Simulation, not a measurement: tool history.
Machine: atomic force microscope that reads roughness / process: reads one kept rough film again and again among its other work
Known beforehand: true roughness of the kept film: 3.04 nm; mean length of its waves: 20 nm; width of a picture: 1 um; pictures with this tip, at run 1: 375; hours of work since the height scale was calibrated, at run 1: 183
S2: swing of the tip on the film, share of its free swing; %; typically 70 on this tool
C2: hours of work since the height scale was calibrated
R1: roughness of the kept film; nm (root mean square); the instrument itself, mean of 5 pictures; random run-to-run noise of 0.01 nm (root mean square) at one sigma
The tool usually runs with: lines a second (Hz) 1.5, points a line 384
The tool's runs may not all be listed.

{"run": 1, "day": 0.0, "lines a second (Hz)": 1.5, "S2": 70, "points a line": 384, "pictures with this tip": 375, "C2": 183, "R1": 1.598}
{"run": 2, "day": 0.371, "lines a second (Hz)": 1.5, "S2": 70, "points a line": 384, "pictures with this tip": 388, "C2": 188, "R1": 1.577}
{"day": 0.446, "done": "new tip fitted"}
{"run": 3, "day": 0.675, "lines a second (Hz)": 1.5, "S2": 70, "points a line": 384, "pictures with this tip": 9, "C2": 192, "R1": 2.322}
{"run": 4, "day": 0.912, "lines a second (Hz)": 1.5, "S2": 70, "points a line": 384, "pictures with this tip": 17, "C2": 195, "R1": 2.28}
{"run": 5, "day": 1.142, "lines a second (Hz)": 1.5, "S2": 70, "points a line": 384, "pictures with this tip": 26, "C2": 198, "R1": 2.261}
{"run": 6, "day": 1.446, "lines a second (Hz)": 1.5, "S2": 70, "points a line": 384, "pictures with this tip": 37, "C2": 202, "R1": 2.224}
{"run": 7, "day": 1.733, "lines a second (Hz)": 1.5, "S2": 80, "points a line": 384, "pictures with this tip": 47, "C2": 206, "R1": 2.123}
{"run": 8, "day": 2.008, "lines a second (Hz)": 1.5, "S2": 80, "points a line": 384, "pictures with this tip": 58, "C2": 209, "R1": 2.088}
{"run": 9, "day": 2.175, "lines a second (Hz)": 1.5, "S2": 70, "points a line": 988, "pictures with this tip": 64, "C2": 212, "R1": 2.202}
{"run": 10, "day": 2.512, "lines a second (Hz)": 1.5, "S2": 70, "points a line": 988, "pictures with this tip": 76, "C2": 216, "R1": 2.161}
{"run": 11, "day": 2.842, "lines a second (Hz)": 1.5, "S2": 77, "points a line": 384, "pictures with this tip": 88, "C2": 221, "R1": 2.049}
{"run": 12, "day": 3.004, "lines a second (Hz)": 1.46, "S2": 70, "points a line": 384, "pictures with this tip": 94, "C2": 223, "R1": 2.091}
{"run": 13, "day": 3.162, "lines a second (Hz)": 1.46, "S2": 70, "points a line": 384, "pictures with this tip": 100, "C2": 225, "R1": 2.07}
{"run": 14, "day": 3.35, "lines a second (Hz)": 1.5, "S2": 70, "points a line": 384, "pictures with this tip": 107, "C2": 227, "R1": 2.066}
{"run": 15, "day": 3.717, "lines a second (Hz)": 1.5, "S2": 70, "points a line": 384, "pictures with this tip": 120, "C2": 232, "R1": 2.021}
{"run": 16, "day": 4.067, "lines a second (Hz)": 1.5, "S2": 70, "points a line": 362, "pictures with this tip": 133, "C2": 237, "R1": 1.981}
{"run": 17, "day": 4.417, "lines a second (Hz)": 1.5, "S2": 70, "points a line": 362, "pictures with this tip": 146, "C2": 242, "R1": 1.972}
{"run": 18, "day": 4.575, "lines a second (Hz)": 2.62, "S2": 70, "points a line": 384, "pictures with this tip": 152, "C2": 244, "R1": 1.899}
{"run": 19, "day": 4.842, "lines a second (Hz)": 2.62, "S2": 70, "points a line": 384, "pictures with this tip": 162, "C2": 248, "R1": 1.887}
{"run": 20, "day": 5.117, "lines a second (Hz)": 2.62, "S2": 70, "points a line": 384, "pictures with this tip": 172, "C2": 251, "R1": 1.848}
{"run": 21, "day": 5.492, "lines a second (Hz)": 1.7, "S2": 70, "points a line": 770, "pictures with this tip": 185, "C2": 256, "R1": 1.907}
{"run": 22, "day": 5.742, "lines a second (Hz)": 1.07, "S2": 71, "points a line": 406, "pictures with this tip": 195, "C2": 260, "R1": 1.917}
{"run": 23, "day": 6.075, "lines a second (Hz)": 1.07, "S2": 71, "points a line": 406, "pictures with this tip": 207, "C2": 264, "R1": 1.873}
{"run": 24, "day": 6.35, "lines a second (Hz)": 1.07, "S2": 71, "points a line": 406, "pictures with this tip": 217, "C2": 268, "R1": 1.853}
{"run": 25, "day": 6.558, "lines a second (Hz)": 0.52, "S2": 87, "points a line": 433, "pictures with this tip": 225, "C2": 271, "R1": 1.845}
{"run": 26, "day": 6.779, "lines a second (Hz)": 0.52, "S2": 87, "points a line": 433, "pictures with this tip": 233, "C2": 273, "R1": 1.822}
{"run": 27, "day": 7.108, "lines a second (Hz)": 0.52, "S2": 87, "points a line": 433, "pictures with this tip": 245, "C2": 278, "R1": 1.818}
{"run": 28, "day": 7.404, "lines a second (Hz)": 1.79, "S2": 62, "points a line": 384, "pictures with this tip": 256, "C2": 282, "R1": 1.811}
{"run": 29, "day": 7.554, "lines a second (Hz)": 1.71, "S2": 59, "points a line": 279, "pictures with this tip": 261, "C2": 284, "R1": 1.777}
{"run": 30, "day": 7.892, "lines a second (Hz)": 1.71, "S2": 59, "points a line": 279, "pictures with this tip": 273, "C2": 288, "R1": 1.76}
{"run": 31, "day": 8.233, "lines a second (Hz)": 1.71, "S2": 70, "points a line": 279, "pictures with this tip": 286, "C2": 293, "R1": 1.685}
{"run": 32, "day": 8.4, "lines a second (Hz)": 0.52, "S2": 70, "points a line": 384, "pictures with this tip": 292, "C2": 295, "R1": 1.768}
{"run": 33, "day": 8.75, "lines a second (Hz)": 2.65, "S2": 70, "points a line": 261, "pictures with this tip": 305, "C2": 300, "R1": 1.606}
{"run": 34, "day": 8.967, "lines a second (Hz)": 1.47, "S2": 61, "points a line": 353, "pictures with this tip": 313, "C2": 303, "R1": 1.724}
{"run": 35, "day": 9.283, "lines a second (Hz)": 3.7, "S2": 55, "points a line": 384, "pictures with this tip": 324, "C2": 307, "R1": 1.669}
{"run": 36, "day": 9.633, "lines a second (Hz)": 1.5, "S2": 66, "points a line": 384, "pictures with this tip": 337, "C2": 312, "R1": 1.681}
{"run": 37, "day": 9.962, "lines a second (Hz)": 2.07, "S2": 86, "points a line": 384, "pictures with this tip": 349, "C2": 316, "R1": 1.47}

Branching from run 37: 3 alternative next runs. What would each branch give?
{"run": "A", "day": 10.212, "lines a second (Hz)": 1.5, "S2": 70, "points a line": 886, "pictures with this tip": 359, "C2": 319, "R1": "?"}
{"run": "B", "day": 10.212, "lines a second (Hz)": 0.57, "S2": 89, "points a line": 384, "pictures with this tip": 359, "C2": 319, "R1": "?"}
{"run": "C", "day": 10.212, "lines a second (Hz)": 2.07, "S2": 67, "points a line": 384, "pictures with this tip": 359, "C2": 319, "R1": "?"}

run=A R1=1.64
run=B R1=1.627
run=C R1=1.598
Had the tool no hidden state, the same runs would have come out as:
run=A R1=2.371
run=B R1=2.348
run=C R1=2.311
